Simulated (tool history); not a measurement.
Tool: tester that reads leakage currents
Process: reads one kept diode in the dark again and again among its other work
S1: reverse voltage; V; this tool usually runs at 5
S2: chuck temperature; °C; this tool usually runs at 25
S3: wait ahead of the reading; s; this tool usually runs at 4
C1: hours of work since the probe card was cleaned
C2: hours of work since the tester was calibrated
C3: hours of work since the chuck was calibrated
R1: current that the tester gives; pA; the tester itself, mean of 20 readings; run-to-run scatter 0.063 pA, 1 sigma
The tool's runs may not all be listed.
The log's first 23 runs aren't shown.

| run | hour | S1 | S2 | S3 | C1 | C2 | C3 | R1 |
|---|---|---|---|---|---|---|---|---|
| 24 | 2067.1 | 1.23 | 25 | 1.12 | 2304 | 1172 | 525 | 6.98 |
| 25 | 2173.9 | 5 | 51 | 2.95 | 2352 | 1220 | 573 | 111.19 |
| 26 | 2279.7 | 1.36 | 49 | 0.32 | 2400 | 1267 | 621 | 53.51 |
| 27 | 2394.6 | 1.37 | 58 | 4 | 2452 | 1319 | 672 | 104.47 |
| 28 | 2511.1 | 3.79 | 28 | 4 | 2504 | 1371 | 725 | 14.83 |
| 29 | 2576.3 | 4.79 | 41 | 0.89 | 2533 | 1400 | 754 | 49.71 |
| 30 | 2636.8 | 3.88 | 22 | 0.58 | 2560 | 1428 | 781 | 10.9 |
| 31 | 2727.9 | 2.05 | 22 | 0.46 | 2601 | 1469 | 822 | 7.75 |
| 32 | 2835 | 2.05 | 22 | 0.46 | 2650 | 1517 | 870 | 7.72 |
| 33 | 2945.6 | 5 | 35 | 1.43 | 2699 | 1566 | 920 | 30.61 |
| 34 | 3007.9 | 3.26 | 35 | 7.25 | 2727 | 1594 | 948 | 24.23 |
| 35 | 3072.6 | 3.26 | 53 | 7.25 | 2756 | 1623 | 977 | 102.42 |
|  | 3084.3 | chuck's temperature calibrated |
| 36 | 3187.9 | 3.26 | 48 | 7.25 | 2807 | 1674 | 47 | 75.36 |
| 37 | 3262.9 | 3.26 | 48 | 7.25 | 2841 | 1708 | 80 | 74.56 |
| 38 | 3380.3 | 4.17 | 25 | 0.6 | 2894 | 1761 | 133 | 14.65 |
| 39 | 3441 | 6.74 | 34 | 4.24 | 2921 | 1788 | 160 | 34.02 |

3 options for the next run, each taken on its own from the tool as it stands now. Forecast them:
| A | 3506.9 | 6.11 | 40 | 4.24 | 2951 | 1818 | 190 | ? |
| B | 3506.9 | 5 | 36 | 4 | 2951 | 1818 | 190 | ? |
| C | 3506.9 | 2.43 | 34 | 4.24 | 2951 | 1818 | 190 | ? |

| run | R1 |
|---|---|
| A | 52.26 |
| B | 34.51 |
| C | 20.71 |
Had the tool no hidden state, the same runs would have come out as:
| run | R1 |
|---|---|
| A | 51.86 |
| B | 33.92 |
| C | 20.57 |

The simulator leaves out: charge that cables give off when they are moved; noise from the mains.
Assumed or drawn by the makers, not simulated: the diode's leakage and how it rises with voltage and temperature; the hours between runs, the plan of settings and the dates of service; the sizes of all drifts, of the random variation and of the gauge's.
